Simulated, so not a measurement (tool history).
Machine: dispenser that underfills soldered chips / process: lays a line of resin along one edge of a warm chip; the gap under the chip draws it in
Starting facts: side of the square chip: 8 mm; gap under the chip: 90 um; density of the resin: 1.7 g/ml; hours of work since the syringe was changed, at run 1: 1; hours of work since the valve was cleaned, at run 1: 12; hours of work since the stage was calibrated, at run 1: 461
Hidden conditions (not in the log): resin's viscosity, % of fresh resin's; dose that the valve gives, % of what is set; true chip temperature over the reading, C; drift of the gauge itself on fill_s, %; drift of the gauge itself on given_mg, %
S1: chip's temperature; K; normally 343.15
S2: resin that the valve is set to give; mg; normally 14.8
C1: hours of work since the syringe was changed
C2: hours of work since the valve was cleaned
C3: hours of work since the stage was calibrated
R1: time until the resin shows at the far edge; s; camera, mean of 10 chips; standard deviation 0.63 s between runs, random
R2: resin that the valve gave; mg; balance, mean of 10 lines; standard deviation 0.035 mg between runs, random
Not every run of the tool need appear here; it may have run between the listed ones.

run    day      S1    S2  C1  C2   C3     R1     R2
  1      0  343.15  14.8   1  12  461   69.2  14.71
     0.533  -- new syringe of resin
  2    0.6  343.15  14.8   1  23  472   69.7  14.69
  3  0.992  343.15  14.8   9  30  480    125  14.65
     1.117  -- new syringe of resin
  4  1.383  343.15  14.8   5  38  487   98.1  14.57
     1.738  -- new syringe of resin
  5  1.875  343.15  14.8   3  47  496   81.1   14.6
  6  2.217  343.15  14.8   9  53  503  132.4  14.49
     2.346  -- new syringe of resin
  7    2.7  340.15  17.5   7  62  511  127.7  17.13
     2.938  -- new syringe of resin
  8  2.996  351.15  15.6   1  68  517   46.2  15.23
  9  3.321  337.15  16.9   7  74  523  154.1  16.48
     3.529  -- new syringe of resin
 10    3.9  329.15  16.9   7  84  534    243  16.35

Predict each of these 4 candidate next runs independently; none follows another, all start after run 10:
     4.125  -- new syringe of resin
  A  4.392  343.15  14.7   5  93  543   ?   ?
     4.125  -- new syringe of resin
  B  4.392  332.15  18.3   5  93  543   ?   ?
     4.125  -- new syringe of resin
  C  4.392  330.15  15.4   5  93  543   ?   ?
     4.125  -- new syringe of resin
  D  4.392  331.15  16.5   5  93  543   ?   ?

run     R1     R2
  A   99.1  14.14
  B  176.9  17.61
  C    199  14.91
  D  183.9  15.89
With the hidden condition removed and each run's random variation left untouched, the same runs would have given:
run     R1     R2
  A   55.2  14.63
  B   97.4  18.23
  C  109.1  15.43
  D  101.1  16.44
